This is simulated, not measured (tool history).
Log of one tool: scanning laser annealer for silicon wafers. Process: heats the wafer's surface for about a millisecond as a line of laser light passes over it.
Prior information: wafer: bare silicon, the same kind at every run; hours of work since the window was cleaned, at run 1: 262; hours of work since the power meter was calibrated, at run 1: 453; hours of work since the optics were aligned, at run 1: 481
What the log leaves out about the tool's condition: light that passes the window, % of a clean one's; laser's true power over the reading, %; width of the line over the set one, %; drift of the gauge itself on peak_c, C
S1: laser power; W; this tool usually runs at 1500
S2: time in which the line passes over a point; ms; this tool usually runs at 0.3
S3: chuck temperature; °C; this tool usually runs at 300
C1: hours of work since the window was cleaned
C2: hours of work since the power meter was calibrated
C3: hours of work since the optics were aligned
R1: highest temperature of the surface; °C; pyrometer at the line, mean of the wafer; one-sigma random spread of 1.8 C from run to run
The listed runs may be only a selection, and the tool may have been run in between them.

run   hour    S1     S2   S3   C1   C2   C3    R1
  1      0  1500    0.3  300  262  453  481   992
  2   27.3  1500    0.3  298  276  467  495   990
  3   64.5  1500    0.3  300  295  486  514   991
  4   89.3  1500    0.3  300  307  499  526   991
  5  119.4  1500    0.3  300  323  514  542   989
  6  143.1  1500    0.3  300  335  526  554   986
  7  174.6  1500    0.3  300  350  542  570   987
  8    212  1500    0.3  329  369  561  588  1011
  9    237  1500    0.3  329  382  573  601  1014
 10  259.8  1500    0.3  329  394  585  613  1011
 11  285.4  1500    0.3  329  407  598  626  1010
 12    321  1500    0.3  329  425  616  644  1012
 13  351.6  1500    0.3  329  440  631  659  1007
 14  393.8  1500    0.3  300  461  653  680   977
 15  433.5  1491  0.363  300  481  673  701  1051
 16  457.7  1491  0.311  315  494  685  713  1001
 17  476.4  1491  0.311  315  503  695  722  1004
     512.2  -- window over the wafer cleaned
 18  519.5  1491  0.311  315    4  715  743   995
 19  546.9  1491  0.311  315   18  729  757   992
 20  576.4  1491  0.311  315   33  744  772   994
     610.4  -- window over the wafer cleaned, once more
 21  614.2  1491  0.311  315    2  762  790  1038
 22  653.6  1500  0.217  275   22  782  810   865
 23    687  1500  0.283  305   39  799  827   991
 24  724.2  1289  0.298  300   58  818  846   892
 25  743.7  1307  0.284  280   67  828  856   864
 26  776.4  1365  0.284  324   84  844  872   940
 27  798.8  1376  0.257  300   95  856  884   882
 28  825.4  1605  0.217  300  109  869  897   928

Predict each of these 5 candidate next runs independently; none follows another, all start after run 28:
  A  852.5  1605  0.332  300  123  883  911   ?
  B  852.5  1424    0.3  300  123  883  911   ?
  C  852.5  1605  0.217  310  123  883  911   ?
  D  852.5  1435  0.211  306  123  883  911   ?
  E  852.5  1343  0.217  296  123  883  911   ?

run    R1
  A  1107
  B   962
  C   938
  D   848
  E   812
Had the tool no hidden state, the same runs would have come out as:
run    R1
  A  1120
  B   973
  C   948
  D   857
  E   821
